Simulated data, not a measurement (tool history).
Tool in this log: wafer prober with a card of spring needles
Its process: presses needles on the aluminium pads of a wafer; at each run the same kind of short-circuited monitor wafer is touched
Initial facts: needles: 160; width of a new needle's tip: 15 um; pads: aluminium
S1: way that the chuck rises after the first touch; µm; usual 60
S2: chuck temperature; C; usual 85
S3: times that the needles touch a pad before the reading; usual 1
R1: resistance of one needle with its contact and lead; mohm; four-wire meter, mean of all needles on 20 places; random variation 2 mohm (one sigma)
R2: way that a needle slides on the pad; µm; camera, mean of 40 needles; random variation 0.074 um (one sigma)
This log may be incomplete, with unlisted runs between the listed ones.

{"run": 1, "hour": 0.0, "S1": 60, "S2": 85, "S3": 1, "R1": 217, "R2": 14.01}
{"hour": 8.4, "done": "tips cleaned on abrasive film"}
{"hour": 23.0, "done": "tips cleaned on abrasive film"}
{"hour": 38.7, "done": "tips cleaned on abrasive film"}
{"run": 2, "hour": 43.6, "S1": 60, "S2": 85, "S3": 1, "R1": 221, "R2": 13.93}
{"hour": 54.7, "done": "tips cleaned on abrasive film"}
{"hour": 70.4, "done": "tips cleaned on abrasive film"}
{"run": 3, "hour": 83.3, "S1": 60, "S2": 85, "S3": 1, "R1": 218, "R2": 13.99}
{"hour": 86.8, "done": "tips cleaned on abrasive film"}
{"hour": 101.8, "done": "tips cleaned on abrasive film"}
{"hour": 110.4, "done": "height of the first contact set anew"}
{"hour": 117.4, "done": "tips cleaned on abrasive film"}
{"run": 4, "hour": 121.2, "S1": 60, "S2": 46, "S3": 1, "R1": 213, "R2": 13.98}
{"hour": 131.5, "done": "tips cleaned on abrasive film"}
{"hour": 147.5, "done": "tips cleaned on abrasive film"}
{"hour": 162.1, "done": "tips cleaned on abrasive film"}
{"run": 5, "hour": 162.1, "S1": 60, "S2": 85, "S3": 2, "R1": 218, "R2": 13.84}
{"hour": 177.2, "done": "tips cleaned on abrasive film"}
{"hour": 193.4, "done": "tips cleaned on abrasive film"}
{"run": 6, "hour": 195.1, "S1": 60, "S2": 85, "S3": 2, "R1": 219, "R2": 13.87}
{"hour": 208.5, "done": "tips cleaned on abrasive film"}
{"run": 7, "hour": 215.6, "S1": 52, "S2": 85, "S3": 2, "R1": 219, "R2": 12.03}
{"hour": 224.6, "done": "tips cleaned on abrasive film"}
{"hour": 240.5, "done": "tips cleaned on abrasive film"}
{"run": 8, "hour": 249.8, "S1": 52, "S2": 85, "S3": 2, "R1": 222, "R2": 12.06}
{"hour": 256.3, "done": "tips cleaned on abrasive film"}
{"hour": 271.3, "done": "tips cleaned on abrasive film"}
{"run": 9, "hour": 276.2, "S1": 52, "S2": 85, "S3": 1, "R1": 221, "R2": 11.99}
{"hour": 286.3, "done": "tips cleaned on abrasive film"}
{"run": 10, "hour": 299.6, "S1": 52, "S2": 85, "S3": 1, "R1": 218, "R2": 12.01}
{"hour": 303.0, "done": "tips cleaned on abrasive film"}
{"hour": 319.9, "done": "tips cleaned on abrasive film"}
{"hour": 335.7, "done": "tips cleaned on abrasive film"}
{"run": 11, "hour": 338.4, "S1": 46, "S2": 85, "S3": 1, "R1": 225, "R2": 10.6}
{"hour": 350.8, "done": "tips cleaned on abrasive film"}
{"hour": 365.0, "done": "tips cleaned on abrasive film"}
{"run": 12, "hour": 365.0, "S1": 60, "S2": 85, "S3": 1, "R1": 218, "R2": 13.75}
{"hour": 380.4, "done": "tips cleaned on abrasive film"}
{"hour": 395.0, "done": "tips cleaned on abrasive film"}
{"hour": 409.4, "done": "tips cleaned on abrasive film"}
{"run": 13, "hour": 409.4, "S1": 60, "S2": 85, "S3": 1, "R1": 218, "R2": 13.84}
{"hour": 424.3, "done": "tips cleaned on abrasive film"}
{"run": 14, "hour": 430.6, "S1": 60, "S2": 85, "S3": 1, "R1": 218, "R2": 13.76}
{"hour": 439.2, "done": "tips cleaned on abrasive film"}
{"hour": 441.7, "done": "height of the first contact set anew"}
{"run": 15, "hour": 451.2, "S1": 60, "S2": 85, "S3": 1, "R1": 220, "R2": 13.71}
{"hour": 454.2, "done": "tips cleaned on abrasive film"}
{"hour": 470.2, "done": "tips cleaned on abrasive film"}
{"run": 16, "hour": 470.2, "S1": 62, "S2": 52, "S3": 1, "R1": 214, "R2": 14.35}
{"hour": 485.6, "done": "tips cleaned on abrasive film"}
{"hour": 502.7, "done": "tips cleaned on abrasive film"}
{"run": 17, "hour": 511.0, "S1": 68, "S2": 41, "S3": 1, "R1": 209, "R2": 15.77}
{"hour": 517.8, "done": "tips cleaned on abrasive film"}
{"hour": 533.5, "done": "tips cleaned on abrasive film"}
{"run": 18, "hour": 543.5, "S1": 52, "S2": 50, "S3": 2, "R1": 214, "R2": 11.87}
{"hour": 550.6, "done": "tips cleaned on abrasive film"}
{"hour": 566.8, "done": "tips cleaned on abrasive film"}
{"run": 19, "hour": 572.3, "S1": 52, "S2": 50, "S3": 2, "R1": 212, "R2": 11.98}
{"hour": 581.8, "done": "tips cleaned on abrasive film"}
{"hour": 598.1, "done": "tips cleaned on abrasive film"}
{"run": 20, "hour": 606.2, "S1": 40, "S2": 111, "S3": 2, "R1": 229, "R2": 9.2}
{"hour": 615.4, "done": "tips cleaned on abrasive film"}
{"hour": 630.4, "done": "tips cleaned on abrasive film"}
{"hour": 646.3, "done": "tips cleaned on abrasive film"}
{"run": 21, "hour": 647.4, "S1": 61, "S2": 90, "S3": 1, "R1": 220, "R2": 13.85}
{"hour": 662.2, "done": "tips cleaned on abrasive film"}
{"hour": 678.1, "done": "tips cleaned on abrasive film"}
{"run": 22, "hour": 681.5, "S1": 61, "S2": 90, "S3": 2, "R1": 222, "R2": 13.92}
{"hour": 693.7, "done": "tips cleaned on abrasive film"}
{"hour": 708.7, "done": "tips cleaned on abrasive film"}
{"run": 23, "hour": 721.4, "S1": 57, "S2": 85, "S3": 2, "R1": 220, "R2": 13.11}
{"hour": 724.5, "done": "tips cleaned on abrasive film"}
{"hour": 739.0, "done": "tips cleaned on abrasive film"}
{"run": 24, "hour": 744.9, "S1": 40, "S2": 48, "S3": 3, "R1": 215, "R2": 9.02}
{"hour": 754.9, "done": "tips cleaned on abrasive film"}
{"hour": 771.4, "done": "tips cleaned on abrasive film"}
{"hour": 774.6, "done": "height of the first contact set anew"}
{"run": 25, "hour": 785.6, "S1": 61, "S2": 25, "S3": 1, "R1": 204, "R2": 14.04}
{"hour": 788.0, "done": "tips cleaned on abrasive film"}
{"hour": 804.2, "done": "tips cleaned on abrasive film"}
{"hour": 818.4, "done": "tips cleaned on abrasive film"}
{"run": 26, "hour": 825.7, "S1": 68, "S2": 85, "S3": 1, "R1": 219, "R2": 15.54}
{"hour": 832.7, "done": "tips cleaned on abrasive film"}
{"hour": 847.0, "done": "tips cleaned on abrasive film"}
{"run": 27, "hour": 852.8, "S1": 44, "S2": 85, "S3": 3, "R1": 223, "R2": 10.02}
{"hour": 862.0, "done": "tips cleaned on abrasive film"}
{"hour": 879.0, "done": "tips cleaned on abrasive film"}
{"hour": 894.1, "done": "tips cleaned on abrasive film"}
{"run": 28, "hour": 894.1, "S1": 46, "S2": 69, "S3": 1, "R1": 218, "R2": 10.34}

3 ways to go on from here, each from the tool as it stands after run 28. What would each give?
{"hour": 908.5, "done": "tips cleaned on abrasive film"}
{"hour": 925.0, "done": "tips cleaned on abrasive film"}
{"run": "A", "hour": 935.9, "S1": 73, "S2": 69, "S3": 1, "R1": "?", "R2": "?"}
{"hour": 908.5, "done": "tips cleaned on abrasive film"}
{"hour": 925.0, "done": "tips cleaned on abrasive film"}
{"run": "B", "hour": 935.9, "S1": 41, "S2": 37, "S3": 1, "R1": "?", "R2": "?"}
{"hour": 908.5, "done": "tips cleaned on abrasive film"}
{"hour": 925.0, "done": "tips cleaned on abrasive film"}
{"run": "C", "hour": 935.9, "S1": 46, "S2": 51, "S3": 1, "R1": "?", "R2": "?"}

run=A R1=214 R2=16.65
run=B R1=212 R2=9.19
run=C R1=215 R2=10.39
Had the tool no hidden state, the same runs would have come out as:
run=A R1=214 R2=17.05
run=B R1=211 R2=9.42
run=C R1=214 R2=10.64
